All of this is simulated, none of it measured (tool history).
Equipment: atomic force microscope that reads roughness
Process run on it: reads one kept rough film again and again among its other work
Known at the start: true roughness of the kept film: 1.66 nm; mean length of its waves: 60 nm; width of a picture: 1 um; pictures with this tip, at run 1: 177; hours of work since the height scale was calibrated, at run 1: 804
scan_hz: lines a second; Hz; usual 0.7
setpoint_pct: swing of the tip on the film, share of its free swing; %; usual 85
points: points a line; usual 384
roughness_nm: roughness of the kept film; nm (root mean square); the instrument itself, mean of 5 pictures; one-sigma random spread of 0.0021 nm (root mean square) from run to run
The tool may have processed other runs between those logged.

run	hour	scan_hz	setpoint_pct	points	pictures with this tip	hours of work since the height scale was calibrated	roughness_nm
1	0	0.7	85	384	177	804	1.545
2	44.3	0.7	85	384	233	835	1.545
3	89.6	0.7	85	384	291	865	1.536
# hour 100.6: new tip fitted
4	142.2	0.7	85	384	53	901	1.573
5	181.7	3.777	85	384	104	928	1.305
6	221.4	3.777	85	384	154	955	1.297
7	244.4	3.777	85	384	184	970	1.297
8	275.7	3.777	85	384	224	992	1.29
9	300.2	3.777	85	384	255	1008	1.29
10	329.4	3.777	85	384	293	1028	1.285
# hour 339.4: new tip fitted
11	375	3.777	85	384	45	1059	1.311
12	401.1	0.7	85	635	79	1077	1.572
13	438.3	2.602	87	384	126	1102	1.373
14	480.1	2.602	80	963	180	1131	1.434
15	503.6	0.743	78	962	210	1147	1.579
16	539.9	0.564	68	592	257	1171	1.603

Some steps in roughness_nm, run to run, broken into two amounts with sign: the step expected even without the hidden condition (settings, incoming material, random variation), and the rest, left for the hidden condition together with whatever gauge scatter is not in both the measured and the hidden-condition-free result:
Hidden state present: radius of the tip, nm; height scale over the true one, %; drift of the gauge itself on roughness_nm, %.
Run 3 -> 4: new tip fitted. roughness_nm +0.037 nm (root mean square): hidden state +0.033, all else +0.004.
Run 4 -> 5: scan_hz 0.7 -> 3.777. roughness_nm -0.268 nm (root mean square): hidden state -0.006, all else -0.262.
